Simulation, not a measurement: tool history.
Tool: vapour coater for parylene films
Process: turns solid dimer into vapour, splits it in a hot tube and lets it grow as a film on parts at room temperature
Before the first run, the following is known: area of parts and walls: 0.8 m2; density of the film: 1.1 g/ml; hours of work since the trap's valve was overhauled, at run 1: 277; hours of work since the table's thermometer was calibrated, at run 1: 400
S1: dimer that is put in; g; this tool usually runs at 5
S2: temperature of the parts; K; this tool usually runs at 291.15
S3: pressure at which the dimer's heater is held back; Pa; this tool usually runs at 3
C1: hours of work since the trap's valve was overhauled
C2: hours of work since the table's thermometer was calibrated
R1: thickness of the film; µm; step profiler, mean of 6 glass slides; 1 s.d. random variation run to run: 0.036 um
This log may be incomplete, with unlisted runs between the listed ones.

{"run": 1, "hour": 0.0, "S1": 5, "S2": 291.15, "S3": 3, "C1": 277, "C2": 400, "R1": 4.41}
{"run": 2, "hour": 32.4, "S1": 5, "S2": 290.15, "S3": 3, "C1": 296, "C2": 419, "R1": 4.59}
{"run": 3, "hour": 71.6, "S1": 5, "S2": 291.15, "S3": 3, "C1": 320, "C2": 442, "R1": 4.32}
{"run": 4, "hour": 114.0, "S1": 5, "S2": 291.15, "S3": 3, "C1": 345, "C2": 467, "R1": 4.32}
{"run": 5, "hour": 144.9, "S1": 5, "S2": 291.15, "S3": 3, "C1": 363, "C2": 486, "R1": 4.36}
{"run": 6, "hour": 179.4, "S1": 5, "S2": 291.15, "S3": 3, "C1": 383, "C2": 506, "R1": 4.38}
{"run": 7, "hour": 207.6, "S1": 5, "S2": 291.15, "S3": 3, "C1": 400, "C2": 523, "R1": 4.37}
{"run": 8, "hour": 250.8, "S1": 5, "S2": 291.15, "S3": 3, "C1": 426, "C2": 548, "R1": 4.38}
{"run": 9, "hour": 283.3, "S1": 5, "S2": 291.15, "S3": 5.7, "C1": 445, "C2": 568, "R1": 3.68}
{"run": 10, "hour": 309.8, "S1": 4, "S2": 291.15, "S3": 5.7, "C1": 461, "C2": 583, "R1": 2.99}
{"hour": 328.2, "done": "trap's valve overhauled"}
{"run": 11, "hour": 356.6, "S1": 4, "S2": 291.15, "S3": 5.7, "C1": 17, "C2": 609, "R1": 3.01}
{"run": 12, "hour": 399.2, "S1": 4, "S2": 294.15, "S3": 3, "C1": 42, "C2": 634, "R1": 3.03}
{"run": 13, "hour": 437.6, "S1": 6, "S2": 290.15, "S3": 8.22, "C1": 65, "C2": 657, "R1": 4.31}
{"run": 14, "hour": 472.1, "S1": 6, "S2": 290.15, "S3": 8.22, "C1": 85, "C2": 677, "R1": 4.36}
{"run": 15, "hour": 506.3, "S1": 6, "S2": 290.15, "S3": 8.22, "C1": 106, "C2": 698, "R1": 4.33}
{"run": 16, "hour": 535.5, "S1": 6, "S2": 290.15, "S3": 8.22, "C1": 123, "C2": 715, "R1": 4.34}
{"run": 17, "hour": 566.9, "S1": 5, "S2": 299.15, "S3": 9.85, "C1": 142, "C2": 734, "R1": 2.22}
{"run": 18, "hour": 590.4, "S1": 6, "S2": 301.15, "S3": 3, "C1": 155, "C2": 748, "R1": 3.34}

Take each entry between the runs: how does the hidden state at the last listed run before it differ from the hidden state at the first listed run after it?
After run 10, before run 11: trap's valve overhauled (hour 328.2)
  vapour lost through the trap's worn valve, %: 0.3 -> 0
